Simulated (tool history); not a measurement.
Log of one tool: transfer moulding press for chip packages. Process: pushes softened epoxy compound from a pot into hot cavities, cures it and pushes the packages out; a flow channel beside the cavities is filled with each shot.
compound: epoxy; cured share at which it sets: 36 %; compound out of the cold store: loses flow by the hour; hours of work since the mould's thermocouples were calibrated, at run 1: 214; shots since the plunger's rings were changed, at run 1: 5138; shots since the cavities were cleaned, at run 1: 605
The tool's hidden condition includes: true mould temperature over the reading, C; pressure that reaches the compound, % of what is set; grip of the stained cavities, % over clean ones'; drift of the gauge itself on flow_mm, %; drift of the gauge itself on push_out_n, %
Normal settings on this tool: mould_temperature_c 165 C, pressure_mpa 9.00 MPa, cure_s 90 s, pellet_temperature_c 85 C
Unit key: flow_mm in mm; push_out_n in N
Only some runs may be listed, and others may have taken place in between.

| run | hour | mould_temperature_c | pressure_mpa | cure_s | pellet_temperature_c | hours of work since the mould's thermocouples were calibrated | shots since the plunger's rings were changed | shots since the cavities were cleaned | incoming compound's hours out of the cold store | flow_mm | push_out_n |
|---|---|---|---|---|---|---|---|---|---|---|---|
| 1 | 0.0 | 165 | 9.00 | 90 | 85 | 214 | 5138 | 605 | 27.7 | 841 | 518 |
| 2 | 12.4 | 161 | 9.00 | 90 | 85 | 223 | 5312 | 779 | 21.4 | 891 | 671 |
| 3 | 22.7 | 165 | 9.40 | 90 | 85 | 231 | 5455 | 922 | 41.0 | 798 | 510 |
|  | 27.3 | cavities cleaned with cleaning compound and waxed |
| 4 | 31.0 | 165 | 9.00 | 90 | 85 | 236 | 5550 | 51 | 17.1 | 899 | 502 |
| 5 | 38.3 | 165 | 7.08 | 90 | 85 | 242 | 5653 | 154 | 20.5 | 772 | 514 |
| 6 | 49.0 | 165 | 9.00 | 90 | 85 | 250 | 5803 | 304 | 42.0 | 776 | 500 |
| 7 | 61.0 | 165 | 9.00 | 90 | 85 | 259 | 5970 | 471 | 9.2 | 945 | 537 |
| 8 | 70.3 | 165 | 9.00 | 90 | 83 | 266 | 6101 | 602 | 32.5 | 820 | 502 |
| 9 | 86.6 | 165 | 9.00 | 90 | 79 | 278 | 6328 | 829 | 19.6 | 885 | 523 |
|  | 91.0 | plunger's sealing rings changed |
|  | 100.5 | cavities cleaned with cleaning compound and waxed |
| 10 | 104.6 | 165 | 9.00 | 90 | 79 | 288 | 170 | 57 | 34.2 | 814 | 532 |
| 11 | 116.1 | 165 | 9.00 | 129 | 85 | 297 | 331 | 218 | 45.6 | 763 | 441 |
| 12 | 123.6 | 165 | 9.60 | 90 | 85 | 303 | 436 | 323 | 38.9 | 813 | 498 |
| 13 | 132.0 | 165 | 9.00 | 114 | 85 | 309 | 553 | 440 | 36.3 | 808 | 428 |
| 14 | 145.6 | 165 | 9.00 | 114 | 85 | 319 | 744 | 631 | 27.8 | 847 | 442 |
| 15 | 155.7 | 165 | 7.18 | 89 | 84 | 327 | 885 | 772 | 17.0 | 796 | 550 |
|  | 171.1 | cavities cleaned with cleaning compound and waxed |
| 16 | 171.1 | 165 | 7.18 | 89 | 84 | 337 | 1080 | 1 | 9.2 | 843 | 554 |
| 17 | 178.2 | 166 | 9.00 | 81 | 89 | 343 | 1179 | 100 | 38.9 | 781 | 557 |
| 18 | 193.8 | 166 | 9.00 | 81 | 77 | 354 | 1396 | 317 | 13.3 | 926 | 618 |
| 19 | 201.0 | 162 | 8.45 | 117 | 77 | 360 | 1497 | 418 | 45.7 | 747 | 455 |
| 20 | 211.2 | 166 | 8.45 | 101 | 77 | 367 | 1641 | 562 | 47.2 | 734 | 440 |
| 21 | 225.9 | 167 | 9.00 | 118 | 85 | 378 | 1846 | 767 | 15.2 | 899 | 436 |
|  | 241.9 | cavities cleaned with cleaning compound and waxed |
| 22 | 241.9 | 167 | 9.00 | 118 | 85 | 389 | 2049 | 0 | 47.2 | 748 | 437 |
| 23 | 249.7 | 168 | 8.41 | 73 | 76 | 395 | 2158 | 109 | 30.5 | 795 | 663 |
| 24 | 256.3 | 164 | 8.54 | 90 | 85 | 400 | 2251 | 202 | 25.1 | 827 | 527 |
| 25 | 264.7 | 164 | 8.54 | 90 | 85 | 406 | 2368 | 319 | 34.1 | 794 | 514 |
| 26 | 275.1 | 164 | 8.54 | 90 | 85 | 414 | 2514 | 465 | 16.0 | 887 | 558 |
| 27 | 285.4 | 164 | 7.51 | 90 | 85 | 422 | 2659 | 610 | 17.2 | 831 | 562 |
| 28 | 299.2 | 164 | 7.51 | 90 | 85 | 432 | 2850 | 801 | 47.3 | 687 | 504 |

Below are 4 alternative next runs, each starting from the tool's condition after run 28. Predict each:
| A | 307.6 | 163 | 7.18 | 90 | 92 | 439 | 2969 | 920 | 16.5 | ? | ? |
| B | 307.6 | 164 | 7.51 | 85 | 85 | 439 | 2969 | 920 | 14.9 | ? | ? |
| C | 307.6 | 165 | 7.10 | 97 | 90 | 439 | 2969 | 920 | 15.9 | ? | ? |
| D | 307.6 | 165 | 9.00 | 90 | 82 | 439 | 2969 | 920 | 44.5 | ? | ? |

| run | flow_mm | push_out_n |
|---|---|---|
| A | 814 | 575 |
| B | 834 | 634 |
| C | 809 | 481 |
| D | 756 | 494 |
Without the tool's unlogged condition, the same runs would have read:
| run | flow_mm | push_out_n |
|---|---|---|
| A | 814 | 571 |
| B | 834 | 630 |
| C | 810 | 478 |
| D | 757 | 491 |
